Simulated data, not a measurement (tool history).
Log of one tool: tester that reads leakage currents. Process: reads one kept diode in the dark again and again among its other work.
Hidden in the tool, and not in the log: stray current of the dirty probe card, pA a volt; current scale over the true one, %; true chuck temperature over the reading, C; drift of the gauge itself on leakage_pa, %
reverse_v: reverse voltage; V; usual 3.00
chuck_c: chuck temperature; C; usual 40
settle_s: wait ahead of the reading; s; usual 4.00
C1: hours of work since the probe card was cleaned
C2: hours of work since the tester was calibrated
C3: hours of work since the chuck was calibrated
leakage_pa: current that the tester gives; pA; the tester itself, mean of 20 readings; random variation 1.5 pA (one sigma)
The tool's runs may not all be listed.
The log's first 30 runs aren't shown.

run 31 hour=1324.8 | reverse_v=1.43 chuck_c=36 settle_s=0.41 | C1=1245 C2=1522 C3=163 | leakage_pa=285.08
run 32 hour=1353.9 | reverse_v=7.75 chuck_c=47 settle_s=1.00 | C1=1268 C2=1544 C3=185 | leakage_pa=1327.12
run 33 hour=1408.0 | reverse_v=2.88 chuck_c=33 settle_s=0.45 | C1=1310 C2=1586 C3=227 | leakage_pa=296.62
run 34 hour=1441.3 | reverse_v=2.88 chuck_c=33 settle_s=0.45 | C1=1335 C2=1612 C3=253 | leakage_pa=297.10
run 35 hour=1486.8 | reverse_v=3.00 chuck_c=59 settle_s=0.35 | C1=1371 C2=1647 C3=288 | leakage_pa=2309.28
run 36 hour=1538.7 | reverse_v=4.15 chuck_c=51 settle_s=4.62 | C1=1411 C2=1687 C3=328 | leakage_pa=1453.77
run 37 hour=1575.5 | reverse_v=3.00 chuck_c=40 settle_s=1.00 | C1=1439 C2=1715 C3=357 | leakage_pa=548.42
run 38 hour=1619.0 | reverse_v=8.23 chuck_c=24 settle_s=2.43 | C1=1473 C2=1749 C3=390 | leakage_pa=211.58
run 39 hour=1648.8 | reverse_v=8.23 chuck_c=24 settle_s=4.02 | C1=1496 C2=1772 C3=413 | leakage_pa=214.97

Forecast each of these 4 alternatives for the next run:
run A hour=1682.3 | reverse_v=1.43 chuck_c=51 settle_s=0.33 | C1=1522 C2=1798 C3=439 | leakage_pa=?
run B hour=1682.3 | reverse_v=7.19 chuck_c=40 settle_s=4.00 | C1=1522 C2=1798 C3=439 | leakage_pa=?
run C hour=1682.3 | reverse_v=1.12 chuck_c=21 settle_s=4.02 | C1=1522 C2=1798 C3=439 | leakage_pa=?
run D hour=1682.3 | reverse_v=1.62 chuck_c=29 settle_s=1.64 | C1=1522 C2=1798 C3=439 | leakage_pa=?

run=A leakage_pa=991.25
run=B leakage_pa=782.05
run=C leakage_pa=76.05
run=D leakage_pa=176.92
Without the tool's hidden state the same runs would have given:
run=A leakage_pa=887.54
run=B leakage_pa=693.69
run=C leakage_pa=66.46
run=D leakage_pa=155.81

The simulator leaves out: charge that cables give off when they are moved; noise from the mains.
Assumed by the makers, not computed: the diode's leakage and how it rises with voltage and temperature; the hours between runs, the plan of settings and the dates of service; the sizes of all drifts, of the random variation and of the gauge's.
